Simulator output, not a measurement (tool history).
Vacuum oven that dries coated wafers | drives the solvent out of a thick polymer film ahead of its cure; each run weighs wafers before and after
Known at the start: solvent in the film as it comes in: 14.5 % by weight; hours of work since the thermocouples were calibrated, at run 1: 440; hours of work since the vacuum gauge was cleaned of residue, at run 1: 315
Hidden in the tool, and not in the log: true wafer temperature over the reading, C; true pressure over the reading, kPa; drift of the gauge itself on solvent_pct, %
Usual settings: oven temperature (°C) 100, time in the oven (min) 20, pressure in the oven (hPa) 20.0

run,hour,oven temperature (°C),time in the oven (min),pressure in the oven (hPa),hours of work since the thermocouples were calibrated,hours of work since the vacuum gauge was cleaned of residue,solvent left in the film (%)
1,0.0,100,20,20.0,440,315,1.64
2,8.1,100,20,20.0,445,320,1.61
3,20.5,100,16,20.0,453,328,2.05
4,32.8,100,20,20.0,461,336,1.65
5,39.5,100,20,20.0,466,341,1.63
6,52.1,100,20,20.0,474,349,1.59
7,61.7,112,27,29.2,481,356,1.06
8,68.1,112,27,29.2,485,360,0.98
9,74.4,112,27,29.2,489,364,0.92
10,81.4,109,25,68.9,494,369,2.60
11,88.0,109,25,68.9,498,373,2.70

5 ways to go on from here, each from the tool as it stands after run 11. What would each give?
A,98.7,96,20,20.0,505,380,?
B,98.7,111,28,20.0,505,380,?
C,98.7,104,28,57.0,505,380,?
D,98.7,100,12,18.7,505,380,?
E,98.7,101,13,68.9,505,380,?

run,solvent left in the film (%)
A,2.18
B,0.70
C,2.57
D,2.78
E,4.72
Without the tool's hidden state the same runs would have given:
run,solvent left in the film (%)
A,2.17
B,0.70
C,2.56
D,2.78
E,4.71

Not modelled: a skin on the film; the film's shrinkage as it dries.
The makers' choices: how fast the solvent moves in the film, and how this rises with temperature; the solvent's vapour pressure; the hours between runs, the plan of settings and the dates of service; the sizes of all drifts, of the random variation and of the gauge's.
